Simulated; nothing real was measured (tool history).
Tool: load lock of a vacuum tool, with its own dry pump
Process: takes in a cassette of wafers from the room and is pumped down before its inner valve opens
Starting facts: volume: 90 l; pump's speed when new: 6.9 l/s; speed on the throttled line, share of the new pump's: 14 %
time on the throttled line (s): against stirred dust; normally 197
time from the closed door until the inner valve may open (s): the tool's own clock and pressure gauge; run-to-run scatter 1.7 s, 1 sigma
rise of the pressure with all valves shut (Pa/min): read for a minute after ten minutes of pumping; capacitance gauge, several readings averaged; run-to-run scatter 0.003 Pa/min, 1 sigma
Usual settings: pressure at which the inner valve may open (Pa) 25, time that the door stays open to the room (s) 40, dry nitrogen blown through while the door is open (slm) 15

| run | hour | time on the throttled line (s) | pressure at which the inner valve may open (Pa) | time that the door stays open to the room (s) | dry nitrogen blown through while the door is open (slm) | incoming humidity of the room's air, % | time from the closed door until the inner valve may open (s) | rise of the pressure with all valves shut (Pa/min) |
|---|---|---|---|---|---|---|---|---|
| 1 | 0.0 | 197 | 25 | 40 | 15 | 43.1 | 275.2 | 0.025 |
| 2 | 219.9 | 197 | 25 | 40 | 15 | 42.0 | 276.1 | 0.021 |
| 3 | 431.1 | 197 | 25 | 40 | 15 | 49.0 | 274.6 | 0.027 |
| 4 | 582.6 | 197 | 25 | 40 | 15 | 45.6 | 276.1 | 0.023 |
| 5 | 733.0 | 197 | 25 | 40 | 15 | 42.9 | 279.7 | 0.025 |
| 6 | 866.3 | 197 | 25 | 40 | 15 | 43.9 | 277.9 | 0.021 |
| 7 | 1104.7 | 197 | 25 | 40 | 15 | 44.2 | 275.3 | 0.021 |
| 8 | 1269.0 | 147 | 25 | 40 | 15 | 44.1 | 233.5 | 0.026 |
| 9 | 1510.0 | 147 | 25 | 40 | 15 | 45.6 | 237.2 | 0.021 |

What will run 10 give?
| 10 | 1772.2 | 147 | 25 | 40 | 15 | 46.5 | ? | ? |

For run 10 the tool returned time from the closed door until the inner valve may open (s) 236.8, rise of the pressure with all valves shut (Pa/min) 0.021.
The same run, on a tool lacking any hidden state, would have yielded time from the closed door until the inner valve may open (s) 236.8, rise of the pressure with all valves shut (Pa/min) 0.021.

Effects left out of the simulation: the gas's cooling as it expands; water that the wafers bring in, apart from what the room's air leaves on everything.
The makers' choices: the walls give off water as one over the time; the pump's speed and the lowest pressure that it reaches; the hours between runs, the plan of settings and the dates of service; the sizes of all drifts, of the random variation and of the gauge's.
